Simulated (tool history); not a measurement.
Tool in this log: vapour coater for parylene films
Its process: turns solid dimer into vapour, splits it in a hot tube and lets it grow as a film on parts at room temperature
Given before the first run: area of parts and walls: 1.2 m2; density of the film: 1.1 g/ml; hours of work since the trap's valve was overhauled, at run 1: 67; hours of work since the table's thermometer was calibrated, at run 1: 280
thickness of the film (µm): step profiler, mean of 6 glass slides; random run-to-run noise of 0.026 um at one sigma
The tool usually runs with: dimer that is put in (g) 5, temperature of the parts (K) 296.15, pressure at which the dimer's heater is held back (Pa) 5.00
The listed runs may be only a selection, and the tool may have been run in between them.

run	hour	dimer that is put in (g)	temperature of the parts (K)	pressure at which the dimer's heater is held back (Pa)	hours of work since the trap's valve was overhauled	hours of work since the table's thermometer was calibrated	thickness of the film (µm)
1	0.0	5	296.15	5.00	67	280	2.11
2	15.4	5	296.15	5.00	79	292	2.16
3	38.1	5	296.15	5.00	96	309	2.11
4	66.4	5	296.15	5.00	118	330	2.10
5	99.4	8	296.15	5.00	143	355	3.40
6	122.7	8	296.15	5.00	160	373	3.40
7	150.3	8	296.15	5.00	181	394	3.44
8	167.0	8	296.15	5.00	194	406	3.43
9	180.9	8	296.15	5.00	204	417	3.46
10	206.9	5	296.15	5.00	224	437	2.16
11	229.2	5	292.15	5.00	241	454	2.46
12	248.7	5	292.15	5.00	256	468	2.49
13	277.6	5	296.15	5.00	278	490	2.19
14	291.4	5	296.15	5.00	288	501	2.15
15	317.5	5	296.15	5.00	308	520	2.16
16	351.3	5	296.15	8.05	333	546	2.01
17	379.1	5	296.15	8.05	355	567	2.00
18	398.4	4	296.15	8.43	369	582	1.61
19	420.0	8	299.15	5.00	386	598	3.09
20	437.8	8	299.15	5.00	399	612	3.09
21	466.4	6	299.15	6.66	421	633	2.19

Run 22 has not been measured yet. What should we expect?
# hour 483.1: trap's valve overhauled
22	486.6	5	298.15	5.00	3	646	?

thickness of the film (µm): 2.00
With no hidden state in the tool, this same run would have given thickness of the film (µm) 2.00.
